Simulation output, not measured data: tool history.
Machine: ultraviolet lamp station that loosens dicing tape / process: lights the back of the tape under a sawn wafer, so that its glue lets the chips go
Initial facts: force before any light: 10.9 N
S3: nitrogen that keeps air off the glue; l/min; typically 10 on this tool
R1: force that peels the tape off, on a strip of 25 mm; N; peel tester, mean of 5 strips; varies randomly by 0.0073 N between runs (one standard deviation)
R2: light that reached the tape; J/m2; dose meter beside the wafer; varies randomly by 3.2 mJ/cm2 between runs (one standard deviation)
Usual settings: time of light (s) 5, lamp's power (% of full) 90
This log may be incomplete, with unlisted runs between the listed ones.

{"run": 1, "hour": 0.0, "time of light (s)": 5, "lamp's power (% of full)": 90, "S3": 10, "R1": 0.352, "R2": 4460}
{"run": 2, "hour": 28.4, "time of light (s)": 5, "lamp's power (% of full)": 90, "S3": 10, "R1": 0.347, "R2": 4390}
{"run": 3, "hour": 60.0, "time of light (s)": 5, "lamp's power (% of full)": 90, "S3": 10, "R1": 0.352, "R2": 4370}
{"run": 4, "hour": 118.7, "time of light (s)": 5, "lamp's power (% of full)": 77, "S3": 10, "R1": 0.502, "R2": 3700}
{"run": 5, "hour": 171.0, "time of light (s)": 5, "lamp's power (% of full)": 92, "S3": 10, "R1": 0.337, "R2": 4430}
{"run": 6, "hour": 200.5, "time of light (s)": 5, "lamp's power (% of full)": 89, "S3": 10, "R1": 0.383, "R2": 4240}
{"run": 7, "hour": 227.5, "time of light (s)": 5, "lamp's power (% of full)": 89, "S3": 10, "R1": 0.379, "R2": 4190}
{"run": 8, "hour": 257.4, "time of light (s)": 6, "lamp's power (% of full)": 72, "S3": 14, "R1": 0.351, "R2": 4030}
{"run": 9, "hour": 303.0, "time of light (s)": 3, "lamp's power (% of full)": 66, "S3": 3, "R1": 3.193, "R2": 1870}
{"run": 10, "hour": 341.2, "time of light (s)": 3, "lamp's power (% of full)": 66, "S3": 3, "R1": 3.359, "R2": 1830}

Each row is a separate what-if for the run after 10, all from the same tool condition, not one after another. Results?
{"run": "A", "hour": 379.5, "time of light (s)": 7, "lamp's power (% of full)": 65, "S3": 17, "R1": "?", "R2": "?"}
{"run": "B", "hour": 379.5, "time of light (s)": 2, "lamp's power (% of full)": 66, "S3": 19, "R1": "?", "R2": "?"}
{"run": "C", "hour": 379.5, "time of light (s)": 3, "lamp's power (% of full)": 78, "S3": 3, "R1": "?", "R2": "?"}
{"run": "D", "hour": 379.5, "time of light (s)": 4, "lamp's power (% of full)": 90, "S3": 10, "R1": "?", "R2": "?"}

run=A R1=0.304 R2=4230
run=B R1=2.921 R2=1230
run=C R1=2.702 R2=2210
run=D R1=0.627 R2=3300
With the hidden condition removed and each run's random variation left untouched, the same runs would have given:
run=A R1=0.227 R2=5160
run=B R1=2.225 R2=1500
run=C R1=2.016 R2=2690
run=D R1=0.398 R2=4040
